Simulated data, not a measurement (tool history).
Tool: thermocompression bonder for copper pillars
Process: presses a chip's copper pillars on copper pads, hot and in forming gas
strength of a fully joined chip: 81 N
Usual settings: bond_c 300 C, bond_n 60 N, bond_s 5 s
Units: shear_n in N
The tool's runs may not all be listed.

run	day	bond_c	bond_n	bond_s	shear_n
1	0.000	300	60	5	55.5
2	0.858	300	60	5	55.2
3	1.742	300	60	5	55.7
4	2.412	300	60	5	55.0
5	3.062	300	60	5	55.3
6	3.879	300	60	5	55.2
7	4.888	300	60	5	55.8
8	5.738	300	60	5	55.9
9	6.617	300	60	5	55.3
10	7.400	300	60	5	54.9
11	8.450	300	60	5	55.3
12	9.033	298	60	5	53.9
# day 9.183: heater calibrated with a thermocouple chip
13	9.733	298	60	5	54.5
14	10.729	300	60	5	55.3
15	11.592	300	85	5	63.4
# day 12.112: heater calibrated with a thermocouple chip, once more
16	12.242	297	60	5	51.0
# day 12.517: forming gas filter changed
17	13.025	297	60	5	51.6
18	13.754	297	60	5	52.0
19	14.517	297	60	5	51.8
20	15.112	312	38	8	55.5
21	15.583	299	51	8	56.2
22	16.238	322	51	6	63.3
23	16.917	284	85	8	60.2
24	17.721	284	85	8	60.3
25	18.492	284	85	8	60.4
26	19.379	284	85	8	60.6
27	20.246	300	60	3	45.6
28	21.279	289	60	5	47.9
29	21.742	293	42	5	41.0
30	22.400	301	60	14	67.7
31	22.892	290	60	10	57.4
32	23.729	325	48	12	70.2
33	24.271	325	48	12	70.6
34	24.800	290	48	6	45.2
35	25.704	290	76	3	45.7
36	26.200	290	76	3	46.1
37	26.746	301	52	10	59.2
38	27.546	319	47	7	61.1

Forecast each of these 5 alternatives for the next run:
A	28.304	320	58	3	?
B	28.304	303	74	3	?
C	28.304	284	45	5	?
D	28.304	329	47	13	?
E	28.304	270	58	4	?

run	shear_n
A	54.0
B	52.4
C	37.8
D	71.1
E	34.1
Without the tool's hidden state the same runs would have given:
run	shear_n
A	56.5
B	54.9
C	39.8
D	73.8
E	35.9
